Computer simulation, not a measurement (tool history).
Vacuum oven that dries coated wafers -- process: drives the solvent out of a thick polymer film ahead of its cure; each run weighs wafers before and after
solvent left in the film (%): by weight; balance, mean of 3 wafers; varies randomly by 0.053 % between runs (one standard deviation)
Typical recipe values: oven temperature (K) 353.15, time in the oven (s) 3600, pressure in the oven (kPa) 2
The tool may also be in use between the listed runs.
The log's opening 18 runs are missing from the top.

run   hour  oven temperature (K)  time in the oven (s)  pressure in the oven (kPa)  solvent left in the film (%)
 19  322.3                353.15                  3600                        2.81                          2.16
 20  348.3                353.15                  3600                        6.49                          2.99
 21  370.9                353.15                  3600                        6.49                          2.94
 22  393.1                353.15                  3600                        6.49                          2.96
 23  416.4                349.15                  2700                        1.53                          4.06
 24  433.3                353.15                  3600                         1.8                          1.89
 25  448.2                353.15                  3600                        6.33                          2.92
 26  462.8                353.15                  3600                        3.86                          2.41
 27  473.5                353.15                  3600                        3.86                          2.35
 28  490.3                353.15                  2280                        1.09                          3.89
 29  502.5                354.15                  3600                        3.68                          2.16
 30  514.4                341.15                  2040                        1.63                          8.35
 31  534.1                341.15                  2040                        1.63                          8.39
 32  547.8                360.15                  2100                        6.33                          3.61
 33  560.6                345.15                  3600                        3.99                           4.2
 34  571.4                345.15                  3600                        3.99                           4.3
 35  594.7                345.15                  3600                        3.99                          4.43

For run 36, what comes out?
 36  619.3                352.15                  5160                        3.99                             ?

solvent left in the film (%): 1.58
The same run, on a tool lacking any hidden state, would have yielded solvent left in the film (%) 1.55.
